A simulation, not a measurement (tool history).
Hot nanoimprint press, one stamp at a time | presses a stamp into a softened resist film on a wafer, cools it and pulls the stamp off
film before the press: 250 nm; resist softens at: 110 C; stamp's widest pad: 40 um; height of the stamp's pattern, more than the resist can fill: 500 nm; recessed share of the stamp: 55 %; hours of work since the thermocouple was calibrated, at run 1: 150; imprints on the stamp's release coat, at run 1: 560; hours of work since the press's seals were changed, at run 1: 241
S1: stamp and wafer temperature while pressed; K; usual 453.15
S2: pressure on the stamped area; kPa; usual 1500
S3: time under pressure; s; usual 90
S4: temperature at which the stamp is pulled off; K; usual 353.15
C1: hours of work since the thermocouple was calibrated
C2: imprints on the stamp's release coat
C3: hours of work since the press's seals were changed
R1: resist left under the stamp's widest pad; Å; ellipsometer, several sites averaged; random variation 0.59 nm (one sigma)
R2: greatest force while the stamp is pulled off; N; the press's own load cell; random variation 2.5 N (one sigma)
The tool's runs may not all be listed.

Run 1, day 0.000: usual settings; C1 150; C2 560; C3 241. Result: R1 1215 Å, R2 190 N.
Run 2, day 0.367: usual settings; C1 155; C2 576; C3 246. Result: R1 1213 Å, R2 190 N.
Run 3, day 0.733: usual settings but S2 1630 kPa; C1 160; C2 591; C3 251. Result: R1 1170 Å, R2 189 N.
Run 4, day 1.088: usual settings but S2 1630 kPa; C1 164; C2 606; C3 256. Result: R1 1166 Å, R2 185 N.
Run 5, day 1.333: usual settings but S2 1630 kPa; C1 168; C2 617; C3 259. Result: R1 1176 Å, R2 193 N.
Run 6, day 1.779: usual settings but S2 1630 kPa; C1 174; C2 636; C3 265. Result: R1 1165 Å, R2 191 N.
Run 7, day 2.212: usual settings but S3 59 s; C1 180; C2 654; C3 271. Result: R1 1398 Å, R2 194 N.
At day 2.683: stamp cleaned and given a new release coat.
Run 8, day 2.904: usual settings but S3 59 s; C1 186; C2 10; C3 277. Result: R1 1392 Å, R2 165 N.
Run 9, day 3.217: usual settings but S4 343.15 K; C1 190; C2 23; C3 281. Result: R1 1196 Å, R2 181 N.
Run 10, day 3.562: usual settings but S4 343.15 K; C1 194; C2 38; C3 286. Result: R1 1210 Å, R2 180 N.
Run 11, day 3.988: usual settings but S4 343.15 K; C1 200; C2 56; C3 292. Result: R1 1208 Å, R2 184 N.
Run 12, day 4.371: usual settings but S2 1380 kPa; C1 205; C2 72; C3 297. Result: R1 1252 Å, R2 166 N.
Run 13, day 4.679: usual settings but S2 1380 kPa; C1 209; C2 85; C3 301. Result: R1 1248 Å, R2 166 N.
Run 14, day 4.929: usual settings; C1 213; C2 96; C3 304. Result: R1 1203 Å, R2 171 N.
Run 15, day 5.117: usual settings but S2 1030 kPa, S3 162 s; C1 215; C2 104; C3 307. Result: R1 1139 Å, R2 166 N.
Run 16, day 5.325: usual settings but S1 454.15 K, S2 1430 kPa, S3 55 s, S4 347.15 K; C1 218; C2 113; C3 310. Result: R1 1398 Å, R2 180 N.
Run 17, day 5.679: usual settings but S1 460.15 K, S2 2120 kPa, S3 48 s, S4 349.15 K; C1 223; C2 128; C3 314. Result: R1 1017 Å, R2 177 N.
Run 18, day 5.992: usual settings but S3 163 s; C1 227; C2 141; C3 319. Result: R1 963 Å, R2 168 N.
Run 19, day 6.342: usual settings but S2 1850 kPa, S4 356.15 K; C1 232; C2 156; C3 323. Result: R1 1097 Å, R2 167 N.
Run 20, day 6.712: usual settings but S3 59 s; C1 237; C2 172; C3 328. Result: R1 1387 Å, R2 170 N.
Run 21, day 7.096: usual settings but S1 442.15 K, S2 2200 kPa, S3 156 s, S4 349.15 K; C1 242; C2 188; C3 333. Result: R1 1309 Å, R2 181 N.
Run 22, day 7.296: usual settings but S1 442.15 K, S2 2200 kPa, S3 173 s, S4 349.15 K; C1 245; C2 196; C3 336. Result: R1 1252 Å, R2 174 N.
Run 23, day 7.500: usual settings but S1 442.15 K, S2 2210 kPa, S3 173 s, S4 346.15 K; C1 247; C2 205; C3 339. Result: R1 1241 Å, R2 187 N.
Run 24, day 7.712: usual settings but S1 442.15 K, S2 2210 kPa, S3 173 s, S4 346.15 K; C1 250; C2 214; C3 342. Result: R1 1250 Å, R2 188 N.
Run 25, day 7.958: usual settings but S1 462.15 K, S2 2210 kPa, S3 173 s, S4 343.15 K; C1 253; C2 225; C3 345. Result: R1 533 Å, R2 194 N.
Run 26, day 8.196: usual settings but S1 442.15 K, S3 133 s; C1 257; C2 235; C3 348. Result: R1 1570 Å, R2 177 N.
Run 27, day 8.596: usual settings but S1 442.15 K, S3 133 s; C1 262; C2 252; C3 354. Result: R1 1572 Å, R2 170 N.

Hidden state at the last listed run before each entry between runs and at the first one after, where it differs:
Between runs 7 and 8: stamp cleaned and given a new release coat (day 2.683)
  true temperature over the reading, C: 0.8 -> 0.82; pressure that arrives at the usual setting, %: 97.63 -> 97.59; grip of the stamp's worn release coat, % over a new coat's: 18.6 -> 0.3
  measured less the result without the state, R1: -24 -> -25 Å; R2: +29 -> -1 N

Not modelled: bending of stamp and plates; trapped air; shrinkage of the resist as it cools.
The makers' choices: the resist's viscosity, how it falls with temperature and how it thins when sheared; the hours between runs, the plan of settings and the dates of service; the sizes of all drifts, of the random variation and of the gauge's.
